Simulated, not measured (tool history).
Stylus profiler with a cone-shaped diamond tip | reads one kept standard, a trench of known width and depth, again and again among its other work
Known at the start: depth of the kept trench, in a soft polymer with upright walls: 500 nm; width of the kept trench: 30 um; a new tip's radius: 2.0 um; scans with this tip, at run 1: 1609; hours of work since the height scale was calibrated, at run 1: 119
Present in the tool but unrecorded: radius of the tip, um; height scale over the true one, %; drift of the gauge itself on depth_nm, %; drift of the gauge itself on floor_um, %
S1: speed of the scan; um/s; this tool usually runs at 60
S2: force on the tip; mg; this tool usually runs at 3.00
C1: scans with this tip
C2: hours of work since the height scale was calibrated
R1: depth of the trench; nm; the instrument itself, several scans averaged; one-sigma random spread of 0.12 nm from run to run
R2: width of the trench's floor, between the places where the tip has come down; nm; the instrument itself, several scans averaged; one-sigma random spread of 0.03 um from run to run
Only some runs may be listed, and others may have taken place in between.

Run 1, day 0.000: usual settings; C1 1609; C2 119. Result: R1 508.28 nm, R2 26800 nm.
Run 2, day 2.933: usual settings; C1 2278; C2 168. Result: R1 508.38 nm, R2 26700 nm.
Run 3, day 6.388: usual settings but S2 1.47 mg; C1 3067; C2 227. Result: R1 505.49 nm, R2 26550 nm.
Run 4, day 9.067: usual settings; C1 3678; C2 272. Result: R1 508.62 nm, R2 26540 nm.
Run 5, day 11.133: usual settings but S1 38 um/s; C1 4149; C2 307. Result: R1 508.60 nm, R2 26640 nm.
Run 6, day 13.258: usual settings but S1 38 um/s; C1 4634; C2 343. Result: R1 508.92 nm, R2 26500 nm.
Run 7, day 15.100: usual settings but S1 38 um/s; C1 5054; C2 374. Result: R1 508.76 nm, R2 26400 nm.
Run 8, day 17.950: usual settings but S1 182 um/s, S2 5.24 mg; C1 5706; C2 422. Result: R1 512.52 nm, R2 25950 nm.
Run 9, day 20.596: usual settings but S2 4.85 mg; C1 6309; C2 467. Result: R1 512.14 nm, R2 26260 nm.
At day 20.879: height scale calibrated on a step standard.
Run 10, day 22.504: usual settings but S1 43 um/s, S2 4.42 mg; C1 6740; C2 27. Result: R1 511.67 nm, R2 26270 nm.
Run 11, day 26.288: usual settings but S1 43 um/s, S2 1.15 mg; C1 7603; C2 91. Result: R1 505.51 nm, R2 26070 nm.
Run 12, day 29.962: usual settings but S1 43 um/s, S2 1.15 mg; C1 8442; C2 153. Result: R1 505.28 nm, R2 25930 nm.
Run 13, day 31.638: usual settings but S1 43 um/s, S2 1.15 mg; C1 8824; C2 182. Result: R1 505.38 nm, R2 25890 nm.

Here are 3 independent what-if runs from the current tool condition. What would each one return?
At day 33.838: height scale calibrated on a step standard, once more.
Run A, day 35.088: usual settings but S1 20 um/s; C1 9607; C2 21. Result: R1 ?, R2 ?.
At day 33.838: height scale calibrated on a step standard, once more.
Run B, day 35.088: usual settings but S1 18 um/s, S2 1.88 mg; C1 9607; C2 21. Result: R1 ?, R2 ?.
At day 33.838: height scale calibrated on a step standard, once more.
Run C, day 35.088: usual settings but S1 42 um/s, S2 1.83 mg; C1 9607; C2 21. Result: R1 ?, R2 ?.

run      R1     R2
  A  508.53  25980
  B  506.41  26000
  C  506.12  25870
Had the tool no hidden state, the same runs would have come out as:
run      R1     R2
  A  508.20  27230
  B  506.08  27240
  C  505.79  27110
